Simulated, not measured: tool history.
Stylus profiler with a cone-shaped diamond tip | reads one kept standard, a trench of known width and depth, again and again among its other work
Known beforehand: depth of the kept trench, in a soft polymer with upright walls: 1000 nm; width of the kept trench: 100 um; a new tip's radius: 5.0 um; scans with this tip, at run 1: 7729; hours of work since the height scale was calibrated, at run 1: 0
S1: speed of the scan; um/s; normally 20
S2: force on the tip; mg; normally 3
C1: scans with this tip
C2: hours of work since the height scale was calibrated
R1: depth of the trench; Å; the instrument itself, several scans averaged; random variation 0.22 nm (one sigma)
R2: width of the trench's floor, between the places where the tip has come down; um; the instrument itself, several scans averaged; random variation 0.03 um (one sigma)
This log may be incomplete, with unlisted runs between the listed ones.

run 1 day=0 | S1=20 S2=3 | C1=7729 C2=0 | R1=10059.1 R2=93.12
run 2 day=4.208 | S1=20 S2=3 | C1=8113 C2=59 | R1=10057.4 R2=93.08
run 3 day=7.95 | S1=20 S2=1.21 | C1=8455 C2=111 | R1=10029.8 R2=92.99
run 4 day=12.275 | S1=21 S2=3 | C1=8850 C2=171 | R1=10053.7 R2=92.97
run 5 day=15.579 | S1=72 S2=3 | C1=9151 C2=217 | R1=10055.4 R2=92.79
run 6 day=19.292 | S1=72 S2=3 | C1=9490 C2=269 | R1=10060.5 R2=92.66
run 7 day=21.95 | S1=20 S2=3 | C1=9733 C2=306 | R1=10048.8 R2=92.89
run 8 day=23.75 | S1=20 S2=1.79 | C1=9897 C2=331 | R1=10034.7 R2=92.81
-- day=24.004 height scale calibrated on a step standard
run 9 day=27.9 | S1=20 S2=1.79 | C1=10274 C2=54 | R1=10033.8 R2=92.77
run 10 day=30.233 | S1=20 S2=3 | C1=10487 C2=87 | R1=10046.1 R2=92.81
-- day=32.475 height scale calibrated on a step standard, once more
run 11 day=32.475 | S1=20 S2=1.58 | C1=10690 C2=0 | R1=10026.5 R2=92.78
run 12 day=34.867 | S1=20 S2=1.52 | C1=10908 C2=33 | R1=10034.7 R2=92.74
run 13 day=37.717 | S1=42 S2=3 | C1=11168 C2=73 | R1=10050.9 R2=92.63
run 14 day=41.162 | S1=42 S2=3 | C1=11483 C2=121 | R1=10053.4 R2=92.63

Predict the results of run 15:
run 15 day=43.875 | S1=5 S2=7.94 | C1=11730 C2=159 | R1=? R2=?

Run 15 yielded R1 10105.8 Å, R2 92.77 um.
With no hidden state in the tool, this same run would have given R1 10114.7 Å, R2 94 um.
